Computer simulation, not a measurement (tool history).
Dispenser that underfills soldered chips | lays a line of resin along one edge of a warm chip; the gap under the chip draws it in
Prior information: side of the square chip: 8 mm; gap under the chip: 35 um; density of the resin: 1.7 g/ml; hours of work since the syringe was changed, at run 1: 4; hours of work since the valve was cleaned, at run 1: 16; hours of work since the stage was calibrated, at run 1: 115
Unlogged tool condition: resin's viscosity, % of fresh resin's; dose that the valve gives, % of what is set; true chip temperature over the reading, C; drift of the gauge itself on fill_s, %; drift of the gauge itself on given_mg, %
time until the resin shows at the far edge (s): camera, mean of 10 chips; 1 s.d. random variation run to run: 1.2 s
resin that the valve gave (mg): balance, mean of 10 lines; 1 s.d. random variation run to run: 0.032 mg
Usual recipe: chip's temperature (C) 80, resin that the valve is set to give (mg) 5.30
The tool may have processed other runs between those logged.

run,day,chip's temperature (C),resin that the valve is set to give (mg),hours of work since the syringe was changed,hours of work since the valve was cleaned,hours of work since the stage was calibrated,time until the resin shows at the far edge (s),resin that the valve gave (mg)
1,0.000,80,5.30,4,16,115,145.4,5.21
2,0.300,80,5.30,9,21,120,202.2,5.27
# day 0.342: new syringe of resin
3,0.550,80,5.30,4,26,125,149.3,5.31
# day 0.854: new syringe of resin
4,0.871,79,5.30,0,32,131,129.0,5.30
5,1.162,79,5.30,6,37,136,175.0,5.19
# day 1.379: new syringe of resin
6,1.442,79,5.30,1,42,141,135.0,5.21
7,1.662,79,5.30,5,47,146,172.7,5.20
# day 1.900: new syringe of resin
8,1.962,86,5.30,1,52,151,99.8,5.19
9,2.346,80,5.30,9,59,158,197.7,5.15
# day 2.412: new syringe of resin
10,2.796,89,5.09,7,68,167,121.2,4.95
# day 2.929: new syringe of resin
11,3.046,89,5.09,2,72,171,92.5,4.95
12,3.425,71,6.46,9,80,179,305.7,6.23
# day 3.471: new syringe of resin
13,3.721,66,5.38,5,85,184,322.4,5.19
# day 3.988: new syringe of resin
14,4.029,66,5.52,1,91,190,256.3,5.33
15,4.267,72,6.12,5,95,194,234.3,5.82
# day 4.529: new syringe of resin
16,4.579,72,6.12,1,101,200,186.7,5.86
17,4.888,94,4.76,7,107,206,102.3,4.59
# day 5.067: new syringe of resin
18,5.121,82,5.81,1,111,210,118.5,5.61

Predict each of these 4 candidate next runs independently; none follows another, all start after run 18:
A,5.317,82,5.72,5,115,214,?,?
B,5.317,79,5.96,5,115,214,?,?
C,5.317,73,5.81,5,115,214,?,?
D,5.317,91,5.81,5,115,214,?,?

run,time until the resin shows at the far edge (s),resin that the valve gave (mg)
A,145.9,5.40
B,168.1,5.69
C,227.6,5.57
D,97.6,5.53
Stripped of hidden state, with their random variation kept, the same runs would have yielded:
run,time until the resin shows at the far edge (s),resin that the valve gave (mg)
A,101.1,5.67
B,116.6,5.97
C,157.1,5.84
D,68.1,5.80

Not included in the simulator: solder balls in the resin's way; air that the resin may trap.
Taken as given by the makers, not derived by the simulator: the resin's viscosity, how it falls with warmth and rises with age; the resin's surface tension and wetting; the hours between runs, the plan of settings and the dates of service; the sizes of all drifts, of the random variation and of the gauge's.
